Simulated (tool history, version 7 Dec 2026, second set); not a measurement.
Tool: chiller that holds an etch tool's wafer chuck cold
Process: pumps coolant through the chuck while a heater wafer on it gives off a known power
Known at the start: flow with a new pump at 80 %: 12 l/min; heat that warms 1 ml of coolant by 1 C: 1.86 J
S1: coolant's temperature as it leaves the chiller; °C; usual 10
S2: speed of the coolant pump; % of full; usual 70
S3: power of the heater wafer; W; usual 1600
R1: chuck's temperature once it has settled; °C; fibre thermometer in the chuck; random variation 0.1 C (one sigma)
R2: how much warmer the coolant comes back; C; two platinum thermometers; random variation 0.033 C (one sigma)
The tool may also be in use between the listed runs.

| run | hour | S1 | S2 | S3 | R1 | R2 |
|---|---|---|---|---|---|---|
| 1 | 0 | 10 | 70 | 1600 | 23.2 | 5.37 |
| 2 | 182.3 | 10 | 70 | 1600 | 23.1 | 5.34 |
| 3 | 317 | 10 | 70 | 1600 | 23.1 | 5.35 |
| 4 | 465.7 | 10 | 70 | 2147 | 27.7 | 7.21 |
| 5 | 601.9 | 10 | 70 | 2147 | 27.7 | 7.25 |
| 6 | 761.8 | 10 | 70 | 2147 | 27.7 | 7.25 |
| 7 | 840.6 | 10 | 70 | 2147 | 27.6 | 7.29 |
| 8 | 961.2 | 10 | 70 | 2147 | 27.8 | 7.24 |
| 9 | 1042.3 | 10 | 70 | 2163 | 28 | 7.35 |
| 10 | 1133.6 | 10 | 70 | 1557 | 23 | 5.29 |
| 11 | 1210.1 | 10 | 70 | 1557 | 22.7 | 5.29 |
| 12 | 1316.9 | 13 | 70 | 1600 | 26.3 | 5.46 |
| 13 | 1445.1 | 13 | 70 | 1600 | 26.2 | 5.49 |
| 14 | 1638.1 | 13 | 70 | 1600 | 26.7 | 5.67 |
| 15 | 1800.6 | 13 | 70 | 1600 | 26.7 | 5.71 |
| 16 | 1971.1 | 10 | 77 | 1011 | 18.1 | 3.3 |
| 17 | 2137.1 | 10 | 78 | 1600 | 22.7 | 5.18 |
| 18 | 2289.7 | 10 | 78 | 1600 | 22.9 | 5.2 |
| 19 | 2433.7 | 5 | 90 | 1600 | 16.7 | 4.42 |
| 20 | 2529.3 | 5 | 90 | 1600 | 15.8 | 3.88 |
| 21 | 2666.3 | 13 | 73 | 1515 | 24.3 | 4.55 |
| 22 | 2841.9 | 10 | 69 | 1607 | 22.7 | 5.06 |
| 23 | 2957.2 | 10 | 69 | 1607 | 22.6 | 5.06 |
| 24 | 3099.2 | 10 | 63 | 1607 | 23.4 | 5.57 |
| 25 | 3205.5 | 10 | 63 | 1607 | 23.6 | 5.57 |
| 26 | 3305.5 | 17 | 90 | 1750 | 28.7 | 4.3 |
| 27 | 3389.9 | 3 | 90 | 1328 | 11.8 | 3.23 |
| 28 | 3528.5 | 10 | 86 | 1321 | 19.2 | 3.41 |
| 29 | 3642.9 | 16 | 70 | 1321 | 26.2 | 4.09 |
| 30 | 3797.7 | 16 | 70 | 1321 | 26.4 | 4.14 |

Not shown: 2 entries that the log had between the listed runs. Between which runs, and how does the tool's hidden state differ before and after?
Between runs 13 and 14: coolant pump overhauled (hour 1458.7)
  heat passed by the chuck's channels, % of clean ones': 95.9 -> 95.6; flow at a given pump speed, % of a new pump's: 89.4 -> 86.1; coolant's true temperature over the reading, C: -0.2 -> -0.23
  measured less the result without the state, R1: +1.1 -> +1.4 °C; R2: +0.59 -> +0.79 C
Between runs 19 and 20: coolant pump overhauled, once more (hour 2456.3)
  heat passed by the chuck's channels, % of clean ones': 94.5 -> 94.3; flow at a given pump speed, % of a new pump's: 85.1 -> 99.4; coolant's true temperature over the reading, C: -0.34 -> -0.36
  measured less the result without the state, R1: +1.3 -> +0.2 °C; R2: +0.67 -> +0.02 C
